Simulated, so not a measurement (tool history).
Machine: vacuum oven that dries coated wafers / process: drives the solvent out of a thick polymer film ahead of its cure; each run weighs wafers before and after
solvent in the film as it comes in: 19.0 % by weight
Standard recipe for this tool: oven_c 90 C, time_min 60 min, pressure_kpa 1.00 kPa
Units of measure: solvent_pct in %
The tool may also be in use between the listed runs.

run	day	oven_c	time_min	pressure_kpa	solvent_pct
1	0.000	90	60	1.00	1.28
2	2.417	90	60	1.00	1.32
3	3.833	90	60	1.00	1.24
4	5.404	90	60	1.99	1.68
5	7.238	90	60	1.99	1.73
6	8.412	90	60	1.99	1.68
7	10.583	90	60	1.99	1.68
8	11.675	90	60	1.00	1.27
9	13.200	90	60	1.00	1.26
10	15.546	90	60	1.00	1.24
# day 16.612: oven's thermocouples calibrated
11	17.196	90	60	1.00	1.95
12	18.608	90	60	1.00	1.88
13	20.662	90	60	1.00	2.01
14	22.792	90	60	0.77	1.86
15	24.912	90	60	0.77	1.83
16	26.508	90	60	1.00	1.84
17	27.775	90	60	1.00	1.95
18	28.954	90	60	1.00	1.93
19	31.283	90	60	1.00	1.91
20	33.350	90	60	1.00	1.91
21	35.208	85	60	1.00	3.34
22	37.333	90	60	3.64	3.08
23	39.192	90	60	3.64	3.09
24	40.900	98	89	2.92	1.15
25	43.338	81	60	1.00	4.83
26	45.129	99	55	1.54	0.94
27	46.975	99	55	1.54	0.77
28	49.438	99	55	1.54	0.81
29	51.404	96	54	1.16	1.01
30	53.692	78	100	2.00	4.05
31	55.312	89	96	2.89	1.95
32	57.112	98	96	2.89	1.18
33	58.796	98	96	2.89	1.22
34	61.242	77	74	3.41	6.67
35	62.583	95	31	0.57	2.58
36	64.629	85	39	1.00	5.05
37	66.154	78	41	0.66	7.51
38	67.325	80	34	2.46	8.48
39	68.796	90	35	1.82	3.90
40	69.829	90	46	0.73	2.35
41	71.158	90	99	1.69	1.10
42	72.700	104	67	1.26	0.53
43	74.312	90	36	1.00	3.48
44	75.688	80	60	1.00	4.66

Run 45, settings as shown, results not yet in. Your forecast:
45	76.679	96	60	1.00	?

For run 45 the tool returned solvent_pct 0.77 %.
With the hidden condition absent and the run-to-run variation left alone, this run would have shown solvent_pct 0.90 %.
